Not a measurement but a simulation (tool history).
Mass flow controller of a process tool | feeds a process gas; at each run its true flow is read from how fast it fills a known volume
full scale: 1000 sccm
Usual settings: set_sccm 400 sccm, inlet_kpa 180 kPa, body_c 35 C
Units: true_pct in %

run 1 hour=0 | set_sccm=400 inlet_kpa=180 body_c=35 | true_pct=100.9
-- hour=155 controller exchanged for a calibrated one
run 2 hour=205.3 | set_sccm=400 inlet_kpa=180 body_c=35 | true_pct=99.45
run 3 hour=454.7 | set_sccm=400 inlet_kpa=180 body_c=35 | true_pct=99.26
run 4 hour=826.7 | set_sccm=888 inlet_kpa=180 body_c=35 | true_pct=100.43
run 5 hour=1162.3 | set_sccm=888 inlet_kpa=180 body_c=35 | true_pct=100.37
run 6 hour=1514.4 | set_sccm=400 inlet_kpa=180 body_c=35 | true_pct=99.32
run 7 hour=1779.2 | set_sccm=400 inlet_kpa=180 body_c=35 | true_pct=99.25
run 8 hour=2025.6 | set_sccm=400 inlet_kpa=180 body_c=22 | true_pct=98.37
run 9 hour=2327.3 | set_sccm=400 inlet_kpa=180 body_c=35 | true_pct=99.23
run 10 hour=2687 | set_sccm=400 inlet_kpa=180 body_c=35 | true_pct=99.26
run 11 hour=3033.3 | set_sccm=400 inlet_kpa=180 body_c=35 | true_pct=99.06
run 12 hour=3260.1 | set_sccm=400 inlet_kpa=180 body_c=21 | true_pct=98.17
run 13 hour=3539.7 | set_sccm=400 inlet_kpa=180 body_c=35 | true_pct=98.86
run 14 hour=3839.1 | set_sccm=400 inlet_kpa=180 body_c=21 | true_pct=98.14
run 15 hour=4254 | set_sccm=400 inlet_kpa=180 body_c=35 | true_pct=98.99
run 16 hour=4584.2 | set_sccm=201 inlet_kpa=180 body_c=35 | true_pct=96.59
run 17 hour=4920.6 | set_sccm=201 inlet_kpa=180 body_c=35 | true_pct=96.43
run 18 hour=5261 | set_sccm=201 inlet_kpa=180 body_c=35 | true_pct=96.32
run 19 hour=5697.1 | set_sccm=201 inlet_kpa=180 body_c=35 | true_pct=96.13
run 20 hour=5956.4 | set_sccm=400 inlet_kpa=154 body_c=35 | true_pct=98.53
run 21 hour=6260.1 | set_sccm=628 inlet_kpa=180 body_c=35 | true_pct=99.98
run 22 hour=6483.3 | set_sccm=400 inlet_kpa=180 body_c=30 | true_pct=98.4
run 23 hour=6768.9 | set_sccm=400 inlet_kpa=180 body_c=30 | true_pct=98.4
run 24 hour=7120 | set_sccm=400 inlet_kpa=180 body_c=30 | true_pct=98.29
run 25 hour=7507 | set_sccm=400 inlet_kpa=180 body_c=30 | true_pct=98.27
-- hour=7729.8 controller's zero set anew
run 26 hour=7769.9 | set_sccm=363 inlet_kpa=274 body_c=25 | true_pct=101.56
run 27 hour=8185.7 | set_sccm=172 inlet_kpa=180 body_c=21 | true_pct=99.76
run 28 hour=8469.8 | set_sccm=221 inlet_kpa=180 body_c=22 | true_pct=99.94
run 29 hour=8673.7 | set_sccm=221 inlet_kpa=180 body_c=22 | true_pct=100.07
run 30 hour=9106 | set_sccm=400 inlet_kpa=276 body_c=37 | true_pct=102.09
run 31 hour=9295.3 | set_sccm=283 inlet_kpa=164 body_c=23 | true_pct=99.93
run 32 hour=9491.5 | set_sccm=159 inlet_kpa=180 body_c=35 | true_pct=99.75
run 33 hour=9933.4 | set_sccm=338 inlet_kpa=270 body_c=35 | true_pct=101.44
run 34 hour=10282.5 | set_sccm=338 inlet_kpa=270 body_c=35 | true_pct=101.5
run 35 hour=10696.1 | set_sccm=829 inlet_kpa=202 body_c=29 | true_pct=102.46
run 36 hour=11073.5 | set_sccm=829 inlet_kpa=202 body_c=29 | true_pct=102.39
run 37 hour=11515.9 | set_sccm=829 inlet_kpa=202 body_c=29 | true_pct=102.33
run 38 hour=11949.4 | set_sccm=221 inlet_kpa=144 body_c=32 | true_pct=98.78
run 39 hour=12146.2 | set_sccm=221 inlet_kpa=143 body_c=29 | true_pct=98.4
run 40 hour=12536.1 | set_sccm=179 inlet_kpa=278 body_c=35 | true_pct=98.58
run 41 hour=12795.6 | set_sccm=179 inlet_kpa=278 body_c=35 | true_pct=98.23
run 42 hour=13115.8 | set_sccm=179 inlet_kpa=278 body_c=35 | true_pct=98.02
run 43 hour=13516 | set_sccm=179 inlet_kpa=278 body_c=35 | true_pct=97.75
run 44 hour=13808.4 | set_sccm=179 inlet_kpa=278 body_c=35 | true_pct=97.63
run 45 hour=14032.3 | set_sccm=179 inlet_kpa=278 body_c=35 | true_pct=97.51
run 46 hour=14416 | set_sccm=387 inlet_kpa=169 body_c=25 | true_pct=99.86

Forecast run 47:
run 47 hour=14722.8 | set_sccm=387 inlet_kpa=169 body_c=25 | true_pct=?

{"run 47": {"true_pct": 99.74}}
Without the tool's hidden state the same run would have given true_pct 98.69 %.
